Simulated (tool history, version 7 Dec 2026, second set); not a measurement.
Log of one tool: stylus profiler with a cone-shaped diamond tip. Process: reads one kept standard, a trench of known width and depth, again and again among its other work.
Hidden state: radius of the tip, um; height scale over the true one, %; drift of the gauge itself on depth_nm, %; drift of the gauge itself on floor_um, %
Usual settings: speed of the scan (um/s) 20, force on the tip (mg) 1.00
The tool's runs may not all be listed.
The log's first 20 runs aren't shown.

| run | hour | speed of the scan (um/s) | force on the tip (mg) | scans with this tip | hours of work since the height scale was calibrated | depth of the trench (angstrom) | width of the trench's floor (nm) |
|---|---|---|---|---|---|---|---|
| 21 | 1246.8 | 20 | 1.84 | 23252 | 339 | 5037.3 | 26090 |
| 22 | 1294.6 | 9 | 1.72 | 23537 | 375 | 5035.6 | 26100 |
| 23 | 1332.2 | 9 | 1.72 | 23761 | 404 | 5035.2 | 26120 |
| 24 | 1415.1 | 53 | 1.00 | 24254 | 467 | 5020.8 | 25780 |
| 25 | 1502.4 | 9 | 0.38 | 24775 | 534 | 5002.6 | 26060 |
| 26 | 1566.0 | 72 | 0.38 | 25154 | 582 | 5000.8 | 25180 |
| 27 | 1617.1 | 6 | 0.99 | 25458 | 621 | 5014.9 | 26060 |
| 28 | 1689.4 | 29 | 1.38 | 25889 | 676 | 5021.9 | 25890 |
| 29 | 1738.2 | 11 | 0.62 | 26180 | 713 | 5005.6 | 25950 |
| 30 | 1805.2 | 11 | 1.46 | 26579 | 764 | 5018.7 | 26020 |
| 31 | 1865.4 | 75 | 0.50 | 26937 | 810 | 4998.3 | 25170 |
|  | 1927.8 | height scale calibrated on a step standard |
| 32 | 1933.7 | 75 | 0.50 | 27342 | 4 | 5019.0 | 25200 |
| 33 | 2006.4 | 74 | 1.56 | 27774 | 60 | 5036.3 | 25520 |
| 34 | 2050.9 | 32 | 2.10 | 28040 | 94 | 5042.6 | 25870 |
| 35 | 2113.1 | 32 | 2.10 | 28410 | 141 | 5041.5 | 25820 |
| 36 | 2197.5 | 23 | 1.17 | 28913 | 205 | 5024.4 | 25770 |
| 37 | 2273.1 | 44 | 0.41 | 29363 | 263 | 5008.1 | 25420 |
| 38 | 2355.3 | 44 | 0.41 | 29853 | 325 | 5007.1 | 25420 |
| 39 | 2444.2 | 44 | 0.41 | 30383 | 393 | 5005.6 | 25340 |
| 40 | 2504.1 | 44 | 0.41 | 30739 | 438 | 5003.1 | 25370 |
| 41 | 2587.2 | 11 | 0.77 | 31235 | 502 | 5011.5 | 25800 |
| 42 | 2642.8 | 6 | 2.33 | 31566 | 544 | 5038.3 | 25920 |

Forecast each of these 4 alternatives for the next run:
| A | 2710.3 | 47 | 1.79 | 31968 | 595 | ? | ? |
| B | 2710.3 | 32 | 2.33 | 31968 | 595 | ? | ? |
| C | 2710.3 | 12 | 0.39 | 31968 | 595 | ? | ? |
| D | 2710.3 | 12 | 1.00 | 31968 | 595 | ? | ? |

| run | depth of the trench (angstrom) | width of the trench's floor (nm) |
|---|---|---|
| A | 5028.3 | 25600 |
| B | 5035.3 | 25710 |
| C | 4997.1 | 25740 |
| D | 5014.5 | 25840 |
Without the tool's hidden state the same runs would have given:
| run | depth of the trench (angstrom) | width of the trench's floor (nm) |
|---|---|---|
| A | 5043.5 | 27080 |
| B | 5050.5 | 27190 |
| C | 5012.2 | 27230 |
| D | 5029.7 | 27330 |
